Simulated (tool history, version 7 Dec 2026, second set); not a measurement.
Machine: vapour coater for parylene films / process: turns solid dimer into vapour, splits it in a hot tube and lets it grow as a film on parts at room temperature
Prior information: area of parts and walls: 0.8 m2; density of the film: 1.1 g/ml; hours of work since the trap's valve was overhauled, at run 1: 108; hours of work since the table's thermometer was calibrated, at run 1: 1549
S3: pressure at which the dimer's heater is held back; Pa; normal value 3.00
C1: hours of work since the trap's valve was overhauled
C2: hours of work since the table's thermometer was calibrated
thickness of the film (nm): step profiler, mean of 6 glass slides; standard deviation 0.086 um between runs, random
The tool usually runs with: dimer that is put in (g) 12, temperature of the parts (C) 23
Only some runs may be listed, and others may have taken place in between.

{"run": 1, "hour": 0.0, "dimer that is put in (g)": 12, "temperature of the parts (C)": 23, "S3": 3.0, "C1": 108, "C2": 1549, "thickness of the film (nm)": 10120}
{"run": 2, "hour": 29.4, "dimer that is put in (g)": 12, "temperature of the parts (C)": 23, "S3": 4.78, "C1": 129, "C2": 1570, "thickness of the film (nm)": 9630}
{"run": 3, "hour": 93.4, "dimer that is put in (g)": 12, "temperature of the parts (C)": 23, "S3": 4.78, "C1": 174, "C2": 1615, "thickness of the film (nm)": 9580}
{"hour": 146.2, "done": "trap's valve overhauled"}
{"run": 4, "hour": 158.6, "dimer that is put in (g)": 12, "temperature of the parts (C)": 23, "S3": 4.78, "C1": 9, "C2": 1658, "thickness of the film (nm)": 9200}
{"run": 5, "hour": 189.4, "dimer that is put in (g)": 12, "temperature of the parts (C)": 23, "S3": 3.0, "C1": 30, "C2": 1679, "thickness of the film (nm)": 9660}
{"run": 6, "hour": 243.9, "dimer that is put in (g)": 12, "temperature of the parts (C)": 23, "S3": 3.0, "C1": 68, "C2": 1717, "thickness of the film (nm)": 9420}
{"run": 7, "hour": 273.5, "dimer that is put in (g)": 12, "temperature of the parts (C)": 23, "S3": 3.0, "C1": 89, "C2": 1738, "thickness of the film (nm)": 9420}
{"run": 8, "hour": 332.6, "dimer that is put in (g)": 12, "temperature of the parts (C)": 23, "S3": 3.0, "C1": 130, "C2": 1779, "thickness of the film (nm)": 9400}
{"hour": 363.3, "done": "trap's valve overhauled, once more"}
{"run": 9, "hour": 374.5, "dimer that is put in (g)": 12, "temperature of the parts (C)": 23, "S3": 3.0, "C1": 8, "C2": 1806, "thickness of the film (nm)": 10310}
{"run": 10, "hour": 423.9, "dimer that is put in (g)": 12, "temperature of the parts (C)": 27, "S3": 3.0, "C1": 42, "C2": 1840, "thickness of the film (nm)": 8990}
{"run": 11, "hour": 458.5, "dimer that is put in (g)": 12, "temperature of the parts (C)": 27, "S3": 9.31, "C1": 67, "C2": 1865, "thickness of the film (nm)": 8060}
{"run": 12, "hour": 516.1, "dimer that is put in (g)": 12, "temperature of the parts (C)": 27, "S3": 11.46, "C1": 107, "C2": 1905, "thickness of the film (nm)": 7870}
{"run": 13, "hour": 571.7, "dimer that is put in (g)": 10, "temperature of the parts (C)": 27, "S3": 11.46, "C1": 146, "C2": 1944, "thickness of the film (nm)": 6500}
{"run": 14, "hour": 612.8, "dimer that is put in (g)": 12, "temperature of the parts (C)": 23, "S3": 3.0, "C1": 175, "C2": 1973, "thickness of the film (nm)": 9780}
{"hour": 663.3, "done": "trap's valve overhauled"}
{"run": 15, "hour": 678.6, "dimer that is put in (g)": 12, "temperature of the parts (C)": 23, "S3": 3.0, "C1": 11, "C2": 2016, "thickness of the film (nm)": 10130}
{"run": 16, "hour": 735.1, "dimer that is put in (g)": 6, "temperature of the parts (C)": 24, "S3": 5.42, "C1": 50, "C2": 2055, "thickness of the film (nm)": 4680}
{"run": 17, "hour": 763.5, "dimer that is put in (g)": 12, "temperature of the parts (C)": 20, "S3": 3.0, "C1": 70, "C2": 2075, "thickness of the film (nm)": 11140}
{"run": 18, "hour": 791.7, "dimer that is put in (g)": 6, "temperature of the parts (C)": 19, "S3": 4.05, "C1": 90, "C2": 2095, "thickness of the film (nm)": 5570}
{"hour": 822.2, "done": "table's thermometer calibrated"}
{"run": 19, "hour": 827.2, "dimer that is put in (g)": 6, "temperature of the parts (C)": 19, "S3": 11.62, "C1": 114, "C2": 4, "thickness of the film (nm)": 5090}
{"run": 20, "hour": 889.9, "dimer that is put in (g)": 18, "temperature of the parts (C)": 19, "S3": 4.47, "C1": 158, "C2": 47, "thickness of the film (nm)": 16860}
{"run": 21, "hour": 930.6, "dimer that is put in (g)": 18, "temperature of the parts (C)": 19, "S3": 4.47, "C1": 186, "C2": 76, "thickness of the film (nm)": 16410}
{"hour": 965.5, "done": "trap's valve overhauled"}
{"run": 22, "hour": 994.9, "dimer that is put in (g)": 6, "temperature of the parts (C)": 16, "S3": 4.11, "C1": 21, "C2": 118, "thickness of the film (nm)": 6310}
{"run": 23, "hour": 1056.7, "dimer that is put in (g)": 6, "temperature of the parts (C)": 19, "S3": 3.0, "C1": 64, "C2": 161, "thickness of the film (nm)": 5850}

Branching from run 23: 4 alternative next runs. What would each branch give?
{"run": "A", "hour": 1113.5, "dimer that is put in (g)": 6, "temperature of the parts (C)": 19, "S3": 3.54, "C1": 104, "C2": 201, "thickness of the film (nm)": "?"}
{"run": "B", "hour": 1113.5, "dimer that is put in (g)": 16, "temperature of the parts (C)": 30, "S3": 3.0, "C1": 104, "C2": 201, "thickness of the film (nm)": "?"}
{"run": "C", "hour": 1113.5, "dimer that is put in (g)": 19, "temperature of the parts (C)": 25, "S3": 8.12, "C1": 104, "C2": 201, "thickness of the film (nm)": "?"}
{"run": "D", "hour": 1113.5, "dimer that is put in (g)": 12, "temperature of the parts (C)": 23, "S3": 5.56, "C1": 104, "C2": 201, "thickness of the film (nm)": "?"}

run=A thickness_of_the_film_(nm)=5670
run=B thickness_of_the_film_(nm)=10910
run=C thickness_of_the_film_(nm)=13800
run=D thickness_of_the_film_(nm)=9550
With no hidden state in the tool, these same runs would have given:
run=A thickness_of_the_film_(nm)=5850
run=B thickness_of_the_film_(nm)=11250
run=C thickness_of_the_film_(nm)=14240
run=D thickness_of_the_film_(nm)=9850
